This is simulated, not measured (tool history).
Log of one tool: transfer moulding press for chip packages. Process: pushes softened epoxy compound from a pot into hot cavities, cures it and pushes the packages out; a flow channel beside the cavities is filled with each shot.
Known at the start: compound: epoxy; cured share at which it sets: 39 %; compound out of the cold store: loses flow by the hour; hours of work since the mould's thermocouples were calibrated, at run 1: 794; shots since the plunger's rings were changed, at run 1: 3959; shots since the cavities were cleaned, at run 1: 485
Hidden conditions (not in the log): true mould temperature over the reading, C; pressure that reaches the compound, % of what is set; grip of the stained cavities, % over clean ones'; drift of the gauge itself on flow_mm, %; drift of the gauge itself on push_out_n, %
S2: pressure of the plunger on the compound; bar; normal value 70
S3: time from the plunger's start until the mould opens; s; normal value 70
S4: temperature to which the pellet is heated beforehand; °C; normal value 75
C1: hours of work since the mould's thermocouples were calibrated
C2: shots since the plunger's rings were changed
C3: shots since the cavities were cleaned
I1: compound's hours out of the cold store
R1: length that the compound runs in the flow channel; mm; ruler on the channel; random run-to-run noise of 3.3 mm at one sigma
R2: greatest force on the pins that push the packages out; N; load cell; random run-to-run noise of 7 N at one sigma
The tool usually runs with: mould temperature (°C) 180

Run 1, hour 0: usual settings; C1 794; C2 3959; C3 485; I1 25.2. Result: R1 940 mm, R2 463 N.
At hour 32.7: cavities cleaned with cleaning compound and waxed.
Run 2, hour 50: usual settings; C1 831; C2 4873; C3 326; I1 17.7. Result: R1 948 mm, R2 450 N.
At hour 75.8: plunger's sealing rings changed.
At hour 93.5: cavities cleaned with cleaning compound and waxed.
Run 3, hour 93.5: usual settings but mould temperature (°C) 187; C1 861; C2 306; C3 0; I1 26.2. Result: R1 939 mm, R2 185 N.
At hour 123.4: mould's thermocouples calibrated.
Run 4, hour 129.9: usual settings but S4 76 °C; C1 5; C2 953; C3 647; I1 23.8. Result: R1 973 mm, R2 552 N.
At hour 154: cavities cleaned with cleaning compound and waxed.
Run 5, hour 184.1: usual settings but S4 76 °C; C1 45; C2 1947; C3 567; I1 24.8. Result: R1 963 mm, R2 523 N.
At hour 216.8: cavities cleaned with cleaning compound and waxed.
Run 6, hour 228.3: usual settings but S4 76 °C; C1 77; C2 2750; C3 217; I1 33.7. Result: R1 929 mm, R2 424 N.
Run 7, hour 252.1: usual settings but mould temperature (°C) 186; C1 95; C2 3198; C3 665; I1 38.5. Result: R1 885 mm, R2 381 N.
At hour 279.1: cavities cleaned with cleaning compound and waxed.
Run 8, hour 289.3: usual settings but mould temperature (°C) 186, S2 56.6 bar; C1 122; C2 3870; C3 192; I1 41.8. Result: R1 783 mm, R2 284 N.
At hour 337.9: cavities cleaned with cleaning compound and waxed.
Run 9, hour 341.7: usual settings but mould temperature (°C) 186, S2 56.6 bar; C1 161; C2 4829; C3 72; I1 48. Result: R1 762 mm, R2 241 N.
At hour 365.8: plunger's sealing rings changed.
Run 10, hour 383.3: usual settings but mould temperature (°C) 186, S2 56.6 bar; C1 191; C2 329; C3 809; I1 15.4. Result: R1 875 mm, R2 380 N.
At hour 400.8: cavities cleaned with cleaning compound and waxed.
Run 11, hour 413.2: usual settings but mould temperature (°C) 184; C1 212; C2 864; C3 234; I1 38. Result: R1 914 mm, R2 349 N.
Run 12, hour 436.2: usual settings but mould temperature (°C) 184; C1 230; C2 1297; C3 667; I1 45.1. Result: R1 891 mm, R2 403 N.
At hour 460.6: cavities cleaned with cleaning compound and waxed.
Run 13, hour 488: usual settings but S4 78 °C; C1 268; C2 2243; C3 516; I1 23.5. Result: R1 959 mm, R2 499 N.
At hour 518.9: cavities cleaned with cleaning compound and waxed.
Run 14, hour 522.2: usual settings but mould temperature (°C) 177, S2 83.2 bar, S3 72 s, S4 81 °C; C1 292; C2 2860; C3 63; I1 9.6. Result: R1 1104 mm, R2 392 N.
Run 15, hour 562.6: usual settings but mould temperature (°C) 177, S2 83.2 bar, S3 72 s, S4 81 °C; C1 323; C2 3621; C3 824; I1 31.2. Result: R1 1020 mm, R2 599 N.
At hour 579.2: cavities cleaned with cleaning compound and waxed.
Run 16, hour 588.7: usual settings but mould temperature (°C) 172, S3 87 s; C1 342; C2 4083; C3 179; I1 34.1. Result: R1 952 mm, R2 407 N.
Run 17, hour 624: usual settings but mould temperature (°C) 183, S2 74.2 bar; C1 368; C2 4748; C3 844; I1 23.7. Result: R1 946 mm, R2 444 N.
At hour 640.3: cavities cleaned with cleaning compound and waxed.
Run 18, hour 650.8: usual settings but mould temperature (°C) 178, S2 55.8 bar, S3 72 s, S4 73 °C; C1 388; C2 5224; C3 197; I1 43.9. Result: R1 783 mm, R2 432 N.
At hour 658: plunger's sealing rings changed.
At hour 704.5: cavities cleaned with cleaning compound and waxed.
Run 19, hour 704.5: usual settings but mould temperature (°C) 187, S2 65.8 bar, S3 74 s, S4 76 °C; C1 425; C2 848; C3 0; I1 29.3. Result: R1 896 mm, R2 182 N.
Run 20, hour 750.4: usual settings but mould temperature (°C) 187, S2 65.8 bar, S3 74 s, S4 76 °C; C1 460; C2 1711; C3 863; I1 31.6. Result: R1 888 mm, R2 351 N.
At hour 767.1: cavities cleaned with cleaning compound and waxed.
Run 21, hour 785.9: usual settings but S4 76 °C; C1 486; C2 2351; C3 353; I1 14.1. Result: R1 986 mm, R2 490 N.
At hour 825.8: cavities cleaned with cleaning compound and waxed.
Run 22, hour 825.8: usual settings but mould temperature (°C) 175, S3 107 s; C1 515; C2 3075; C3 0; I1 26.6. Result: R1 966 mm, R2 181 N.
Run 23, hour 861.2: usual settings but mould temperature (°C) 175, S3 107 s; C1 542; C2 3741; C3 666; I1 21.2. Result: R1 980 mm, R2 315 N.
At hour 885.9: cavities cleaned with cleaning compound and waxed.
Run 24, hour 915.6: usual settings but mould temperature (°C) 175, S3 107 s; C1 582; C2 4738; C3 560; I1 21.9. Result: R1 961 mm, R2 315 N.
At hour 945: plunger's sealing rings changed.
At hour 950.7: cavities cleaned with cleaning compound and waxed.
Run 25, hour 963: usual settings but mould temperature (°C) 175, S2 72.9 bar, S4 68 °C; C1 615; C2 311; C3 233; I1 35. Result: R1 986 mm, R2 581 N.
At hour 1009.2: cavities cleaned with cleaning compound and waxed.
Run 26, hour 1009.2: usual settings but mould temperature (°C) 187, S2 69.7 bar, S3 97 s, S4 81 °C; C1 649; C2 1152; C3 0; I1 47.2. Result: R1 869 mm, R2 158 N.

Each row is a separate what-if for the run after 26, all from the same tool condition, not one after another. Results?
Run A, hour 1046.9: usual settings but mould temperature (°C) 176, S2 68.5 bar, S3 75 s, S4 81 °C; C1 677; C2 1862; C3 710; I1 46.4. Result: R1 ?, R2 ?.
Run B, hour 1046.9: usual settings but S2 74.6 bar, S4 66 °C; C1 677; C2 1862; C3 710; I1 12.9. Result: R1 ?, R2 ?.
Run C, hour 1046.9: usual settings but mould temperature (°C) 187, S2 69.7 bar, S3 97 s; C1 677; C2 1862; C3 710; I1 29.3. Result: R1 ?, R2 ?.
Run D, hour 1046.9: usual settings but S2 86.9 bar, S3 82 s; C1 677; C2 1862; C3 710; I1 24.5. Result: R1 ?, R2 ?.
Run E, hour 1046.9: usual settings but S2 68.6 bar, S4 70 °C; C1 677; C2 1862; C3 710; I1 45.4. Result: R1 ?, R2 ?.

run    R1   R2
  A   904  518
  B  1026  545
  C   914  312
  D  1068  353
  E   887  489
Stripped of hidden state, with their random variation kept, the same runs would have yielded:
run    R1   R2
  A   927  283
  B  1052  296
  C   936  161
  D  1095  187
  E   909  264
